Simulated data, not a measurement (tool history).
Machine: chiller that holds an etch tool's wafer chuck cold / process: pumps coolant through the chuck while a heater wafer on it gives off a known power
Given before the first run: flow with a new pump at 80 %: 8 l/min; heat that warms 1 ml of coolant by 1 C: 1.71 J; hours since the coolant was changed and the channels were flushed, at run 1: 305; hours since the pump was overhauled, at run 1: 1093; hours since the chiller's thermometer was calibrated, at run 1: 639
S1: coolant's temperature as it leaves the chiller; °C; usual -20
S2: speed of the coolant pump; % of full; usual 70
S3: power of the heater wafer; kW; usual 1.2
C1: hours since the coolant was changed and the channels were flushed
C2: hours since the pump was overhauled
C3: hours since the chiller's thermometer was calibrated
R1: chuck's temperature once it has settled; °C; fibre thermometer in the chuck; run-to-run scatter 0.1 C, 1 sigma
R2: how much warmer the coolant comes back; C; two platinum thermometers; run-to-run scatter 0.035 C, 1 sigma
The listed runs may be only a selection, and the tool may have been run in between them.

{"run": 1, "day": 0.0, "S1": -20, "S2": 70, "S3": 1.2, "C1": 305, "C2": 1093, "C3": 639, "R1": -7.1, "R2": 6.06}
{"run": 2, "day": 0.854, "S1": -20, "S2": 70, "S3": 0.985, "C1": 325, "C2": 1113, "C3": 659, "R1": -9.4, "R2": 5.05}
{"run": 3, "day": 1.904, "S1": -20, "S2": 70, "S3": 0.985, "C1": 350, "C2": 1138, "C3": 684, "R1": -9.3, "R2": 5.06}
{"run": 4, "day": 2.933, "S1": -20, "S2": 70, "S3": 0.985, "C1": 375, "C2": 1163, "C3": 709, "R1": -9.5, "R2": 5.04}
{"run": 5, "day": 4.396, "S1": -24, "S2": 70, "S3": 1.2, "C1": 410, "C2": 1198, "C3": 744, "R1": -10.9, "R2": 6.04}
{"run": 6, "day": 5.267, "S1": -20, "S2": 70, "S3": 1.2, "C1": 431, "C2": 1219, "C3": 765, "R1": -6.9, "R2": 6.09}
{"run": 7, "day": 6.279, "S1": -20, "S2": 70, "S3": 1.2, "C1": 455, "C2": 1243, "C3": 789, "R1": -7.1, "R2": 6.05}
{"run": 8, "day": 8.05, "S1": -20, "S2": 71, "S3": 1.2, "C1": 498, "C2": 1286, "C3": 832, "R1": -7.1, "R2": 6.07}
{"run": 9, "day": 9.525, "S1": -11, "S2": 70, "S3": 1.2, "C1": 533, "C2": 1321, "C3": 867, "R1": 1.9, "R2": 6.14}
{"run": 10, "day": 11.196, "S1": -11, "S2": 70, "S3": 1.2, "C1": 573, "C2": 1361, "C3": 907, "R1": 2, "R2": 6.18}
{"day": 11.588, "done": "coolant pump overhauled"}
{"run": 11, "day": 13.046, "S1": -20, "S2": 70, "S3": 1.2, "C1": 613, "C2": 35, "C3": 947, "R1": -6.7, "R2": 6.17}
{"run": 12, "day": 14.85, "S1": -20, "S2": 70, "S3": 0.733, "C1": 656, "C2": 78, "C3": 990, "R1": -11.9, "R2": 3.83}
{"run": 13, "day": 16.225, "S1": -20, "S2": 70, "S3": 0.733, "C1": 689, "C2": 111, "C3": 1023, "R1": -12.1, "R2": 3.81}
{"run": 14, "day": 17.962, "S1": -20, "S2": 70, "S3": 0.733, "C1": 731, "C2": 153, "C3": 1065, "R1": -11.9, "R2": 3.81}
{"run": 15, "day": 19.554, "S1": -20, "S2": 70, "S3": 0.733, "C1": 769, "C2": 191, "C3": 1103, "R1": -11.8, "R2": 3.78}
{"run": 16, "day": 21.5, "S1": -20, "S2": 70, "S3": 0.733, "C1": 816, "C2": 238, "C3": 1150, "R1": -11.9, "R2": 3.78}
{"run": 17, "day": 23.008, "S1": -16, "S2": 70, "S3": 1.2, "C1": 852, "C2": 274, "C3": 1186, "R1": -2.7, "R2": 6.27}
{"day": 23.371, "done": "coolant pump overhauled, once more"}
{"run": 18, "day": 24.812, "S1": -16, "S2": 70, "S3": 1.2, "C1": 890, "C2": 35, "C3": 1224, "R1": -3.1, "R2": 6.05}
{"run": 19, "day": 26.242, "S1": -19, "S2": 70, "S3": 1.684, "C1": 924, "C2": 69, "C3": 1259, "R1": -0.9, "R2": 8.45}
{"run": 20, "day": 27.679, "S1": -19, "S2": 70, "S3": 1.684, "C1": 959, "C2": 103, "C3": 1293, "R1": -0.8, "R2": 8.36}
{"run": 21, "day": 29.371, "S1": -19, "S2": 70, "S3": 1.684, "C1": 999, "C2": 144, "C3": 1334, "R1": -0.6, "R2": 8.46}
{"run": 22, "day": 30.262, "S1": -10, "S2": 93, "S3": 1.684, "C1": 1021, "C2": 165, "C3": 1355, "R1": 5.6, "R2": 6.46}
{"run": 23, "day": 31.838, "S1": -20, "S2": 77, "S3": 0.86, "C1": 1059, "C2": 203, "C3": 1393, "R1": -11.1, "R2": 3.89}
{"run": 24, "day": 33.075, "S1": -28, "S2": 70, "S3": 1.721, "C1": 1088, "C2": 233, "C3": 1422, "R1": -9.4, "R2": 8.61}
{"run": 25, "day": 34.067, "S1": -28, "S2": 70, "S3": 1.721, "C1": 1112, "C2": 257, "C3": 1446, "R1": -9.1, "R2": 8.61}
{"run": 26, "day": 35.367, "S1": -10, "S2": 72, "S3": 0.664, "C1": 1143, "C2": 288, "C3": 1477, "R1": -2.8, "R2": 3.23}
{"run": 27, "day": 36.433, "S1": -12, "S2": 72, "S3": 0.993, "C1": 1169, "C2": 314, "C3": 1503, "R1": -1.3, "R2": 4.82}
{"run": 28, "day": 37.45, "S1": -27, "S2": 79, "S3": 0.662, "C1": 1193, "C2": 338, "C3": 1527, "R1": -20.2, "R2": 2.96}
{"run": 29, "day": 38.304, "S1": -30, "S2": 74, "S3": 0.767, "C1": 1214, "C2": 358, "C3": 1548, "R1": -21.8, "R2": 3.67}
{"run": 30, "day": 39.275, "S1": -11, "S2": 70, "S3": 1.2, "C1": 1237, "C2": 382, "C3": 1571, "R1": 2.1, "R2": 6.09}
{"run": 31, "day": 40.942, "S1": -28, "S2": 82, "S3": 1.2, "C1": 1277, "C2": 422, "C3": 1611, "R1": -15.8, "R2": 5.19}

What would each run have given without the hidden state, its run-to-run variation left as it was?
The hidden state here: heat passed by the chuck's channels, % of clean ones'; flow at a given pump speed, % of a new pump's; coolant's true temperature over the reading, C; drift of the gauge itself on chuck_c, C; drift of the gauge itself on warmer_back_c, C.
run=1 R1=-7.5 R2=5.96
run=2 R1=-9.8 R2=4.97
run=3 R1=-9.7 R2=4.97
run=4 R1=-9.9 R2=4.95
run=5 R1=-11.4 R2=5.92
run=6 R1=-7.4 R2=5.97
run=7 R1=-7.6 R2=5.94
run=8 R1=-7.6 R2=5.96
run=9 R1=1.4 R2=6.02
run=10 R1=1.5 R2=6.05
run=11 R1=-7.3 R2=5.99
run=12 R1=-12.3 R2=3.71
run=13 R1=-12.5 R2=3.7
run=14 R1=-12.4 R2=3.69
run=15 R1=-12.3 R2=3.66
run=16 R1=-12.4 R2=3.66
run=17 R1=-3.5 R2=6.06
run=18 R1=-3.7 R2=6.06
run=19 R1=-1.6 R2=8.45
run=20 R1=-1.5 R2=8.36
run=21 R1=-1.3 R2=8.46
run=22 R1=4.9 R2=6.45
run=23 R1=-11.6 R2=3.88
run=24 R1=-10.2 R2=8.6
run=25 R1=-10 R2=8.6
run=26 R1=-3.3 R2=3.22
run=27 R1=-1.9 R2=4.8
run=28 R1=-20.7 R2=2.95
run=29 R1=-22.3 R2=3.66
run=30 R1=1.4 R2=6.07
run=31 R1=-16.5 R2=5.17

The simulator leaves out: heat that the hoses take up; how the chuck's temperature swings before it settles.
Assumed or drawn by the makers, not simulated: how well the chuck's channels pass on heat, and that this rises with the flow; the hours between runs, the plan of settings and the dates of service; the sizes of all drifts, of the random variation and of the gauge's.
